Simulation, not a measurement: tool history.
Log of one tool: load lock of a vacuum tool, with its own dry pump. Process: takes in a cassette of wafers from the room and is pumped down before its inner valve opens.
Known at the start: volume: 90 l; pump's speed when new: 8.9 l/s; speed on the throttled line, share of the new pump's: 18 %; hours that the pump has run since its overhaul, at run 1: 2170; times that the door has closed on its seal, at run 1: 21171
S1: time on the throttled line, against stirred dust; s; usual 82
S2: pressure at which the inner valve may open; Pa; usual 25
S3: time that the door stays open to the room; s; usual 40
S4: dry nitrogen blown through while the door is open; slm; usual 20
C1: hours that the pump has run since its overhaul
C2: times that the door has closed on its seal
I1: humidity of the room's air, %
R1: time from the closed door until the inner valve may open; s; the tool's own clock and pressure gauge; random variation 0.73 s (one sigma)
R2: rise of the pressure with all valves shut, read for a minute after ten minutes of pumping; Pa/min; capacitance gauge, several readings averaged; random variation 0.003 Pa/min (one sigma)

run      day   S1  S2   S3  S4    C1     C2    I1     R1     R2
  1        0   82  25   40  20  2170  21171    45  153.6  0.261
  2    2.396   82  25   40  20  2228  21419  46.1  152.7  0.263
  3    4.954   82  25   40  20  2289  21684  44.1    153  0.273
  4    8.188   82  25   40  20  2367  22018  44.7  154.6  0.274
      12.604  -- door's seal changed, seat wiped
  5   13.025   82  25   40  20  2481     44  45.4    153  0.017
  6   15.625   82  25   40  20  2544    313  48.1  154.4  0.018
  7   20.875   82  25   40  21  2670    857  42.1  154.4  0.016
  8   24.962   82  25   40  21  2768   1280  48.1  154.7   0.02
  9   30.038   82  25   40  21  2890   1806  44.9  153.7  0.023
 10   33.742   82  25   40   8  2979   2190  44.4  154.6  0.031
 11   38.467   82  25   40  32  3092   2679  49.2  152.9  0.029
 12   43.633   82  25   40  32  3216   3214  44.1    153  0.026
 13   46.979   82  25   40  32  3296   3561  47.1  154.6  0.033
 14   51.062   82  25   40  32  3394   3983  44.6  153.9  0.035
 15   56.283   82  25  200  32  3520   4524  47.1    154  0.043
 16   59.629   56  49   46  18  3600   4871  44.4  126.1  0.038
 17   63.725   56  49   46  18  3698   5295  46.1  127.2  0.046
 18   66.775   56  49   46  18  3771   5611  47.2  126.8   0.05
 19   71.275   56  49   46  18  3879   6077  44.3  125.4  0.048
 20   74.421  108  25  117  21  3955   6403  44.1  176.5  0.062
 21   79.792  108  25  117  21  4084   6959  46.9  176.6  0.071
 22   84.008   82  20   40   5  4185   7396  49.7  157.6  0.069
 23   89.104  159  45   40  20  4307   7923  40.8  211.9  0.064
 24   92.421   43  48  174  16  4387   8267    42  115.5  0.083
 25   96.942   82  48   56  20  4495   8735  48.4  147.5  0.076
 26  101.438  128  24  138   7  4603   9201  45.7  194.4  0.097
 27  106.562  106  27  115   5  4726   9731  44.8  174.5  0.102
 28  109.588  106  27  115   9  4799  10045  44.8  173.8  0.102
 29    114.3   97  27  115  10  4912  10533  42.1  167.4  0.105

Measured less the same run without the tool's hidden state. The same run-to-run variation is in both; the gauge's scatter may not be:
The hidden state here: pump's speed, % of a new pump's; leak at the door's seal, Pa l/s; drift of the gauge itself on ready_s, %; drift of the gauge itself on rise_pa_min, %.
run    R1      R2
  1  +1.3  +0.248
  2  +1.4  +0.248
  3  +1.4  +0.256
  4  +1.5  +0.258
  5  +1.5  +0.001
  6  +1.6  +0.002
  7  +1.7  +0.004
  8  +1.7  +0.006
  9  +1.8  +0.009
 10  +1.9   +0.01
 11  +1.9  +0.013
 12    +2  +0.016
 13  +2.1  +0.018
 14  +2.1   +0.02
 15  +2.2  +0.025
 16  +2.2  +0.027
 17  +2.2  +0.029
 18  +2.3  +0.033
 19  +2.3  +0.037
 20  +2.3  +0.039
 21  +2.3  +0.045
 22  +2.7  +0.049
 23  +1.9  +0.053
 24  +2.7  +0.055
 25  +2.5  +0.061
 26  +2.5  +0.065
 27  +2.7   +0.07
 28  +2.8  +0.074
 29  +2.9  +0.082
